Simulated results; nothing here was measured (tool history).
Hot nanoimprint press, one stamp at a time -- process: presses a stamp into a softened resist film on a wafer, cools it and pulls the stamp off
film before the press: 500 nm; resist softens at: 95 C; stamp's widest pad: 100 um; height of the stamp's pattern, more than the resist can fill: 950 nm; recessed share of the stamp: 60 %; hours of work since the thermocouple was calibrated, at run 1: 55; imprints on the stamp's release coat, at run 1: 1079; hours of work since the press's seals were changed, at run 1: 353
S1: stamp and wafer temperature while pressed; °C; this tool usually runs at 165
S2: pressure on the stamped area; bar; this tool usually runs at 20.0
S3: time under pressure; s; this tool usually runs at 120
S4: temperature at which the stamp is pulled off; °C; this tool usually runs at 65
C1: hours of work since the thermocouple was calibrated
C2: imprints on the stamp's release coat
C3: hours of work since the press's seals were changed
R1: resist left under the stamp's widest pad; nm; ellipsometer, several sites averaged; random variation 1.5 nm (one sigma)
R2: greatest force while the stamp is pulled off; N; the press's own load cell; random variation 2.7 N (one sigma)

| run | hour | S1 | S2 | S3 | S4 | C1 | C2 | C3 | R1 | R2 |
|---|---|---|---|---|---|---|---|---|---|---|
| 1 | 0.0 | 165 | 20.0 | 120 | 65 | 55 | 1079 | 353 | 236.1 | 188 |
| 2 | 21.2 | 165 | 20.0 | 120 | 65 | 68 | 1176 | 365 | 235.1 | 182 |
| 3 | 65.2 | 165 | 20.0 | 120 | 65 | 94 | 1377 | 391 | 235.9 | 201 |
| 4 | 98.8 | 165 | 20.0 | 120 | 65 | 114 | 1531 | 411 | 237.6 | 212 |
|  | 134.2 | stamp cleaned and given a new release coat |
| 5 | 152.4 | 165 | 20.0 | 120 | 65 | 142 | 83 | 440 | 237.0 | 136 |
| 6 | 172.3 | 165 | 20.0 | 120 | 65 | 154 | 174 | 451 | 238.9 | 136 |
| 7 | 213.0 | 165 | 20.0 | 120 | 65 | 178 | 360 | 476 | 238.9 | 138 |
| 8 | 248.9 | 165 | 20.0 | 120 | 65 | 199 | 524 | 497 | 239.3 | 151 |
| 9 | 282.0 | 165 | 20.0 | 120 | 65 | 219 | 676 | 517 | 240.3 | 160 |
| 10 | 321.0 | 165 | 20.0 | 227 | 65 | 242 | 854 | 540 | 196.3 | 174 |
| 11 | 344.6 | 169 | 20.0 | 71 | 72 | 256 | 962 | 554 | 261.8 | 171 |
| 12 | 378.1 | 163 | 21.2 | 176 | 72 | 276 | 1115 | 574 | 221.8 | 171 |
| 13 | 408.3 | 170 | 26.8 | 79 | 65 | 294 | 1253 | 592 | 211.7 | 195 |
| 14 | 435.9 | 170 | 26.8 | 79 | 65 | 310 | 1379 | 608 | 211.6 | 208 |
| 15 | 478.0 | 170 | 26.8 | 79 | 65 | 335 | 1571 | 633 | 212.3 | 220 |
|  | 503.5 | stamp cleaned and given a new release coat |
| 16 | 531.0 | 165 | 15.3 | 62 | 65 | 363 | 125 | 661 | 336.2 | 137 |
| 17 | 571.0 | 165 | 15.3 | 62 | 65 | 387 | 308 | 685 | 338.6 | 140 |
| 18 | 593.5 | 156 | 19.1 | 144 | 70 | 400 | 410 | 698 | 302.2 | 140 |
|  | 608.8 | plate thermocouple calibrated |
| 19 | 621.3 | 156 | 19.1 | 144 | 70 | 7 | 524 | 713 | 283.9 | 146 |
| 20 | 642.6 | 156 | 19.1 | 144 | 70 | 20 | 621 | 725 | 287.4 | 138 |

Branching from run 20: 3 alternative next runs. What would each branch give?
| A | 669.3 | 171 | 19.1 | 144 | 62 | 36 | 743 | 741 | ? | ? |
| B | 669.3 | 157 | 25.8 | 144 | 52 | 36 | 743 | 741 | ? | ? |
| C | 669.3 | 171 | 19.1 | 144 | 70 | 36 | 743 | 741 | ? | ? |

| run | R1 | R2 |
|---|---|---|
| A | 196.0 | 170 |
| B | 243.4 | 188 |
| C | 194.7 | 154 |
With the hidden condition removed and each run's random variation left untouched, the same runs would have given:
| run | R1 | R2 |
|---|---|---|
| A | 190.9 | 130 |
| B | 235.2 | 143 |
| C | 189.6 | 118 |

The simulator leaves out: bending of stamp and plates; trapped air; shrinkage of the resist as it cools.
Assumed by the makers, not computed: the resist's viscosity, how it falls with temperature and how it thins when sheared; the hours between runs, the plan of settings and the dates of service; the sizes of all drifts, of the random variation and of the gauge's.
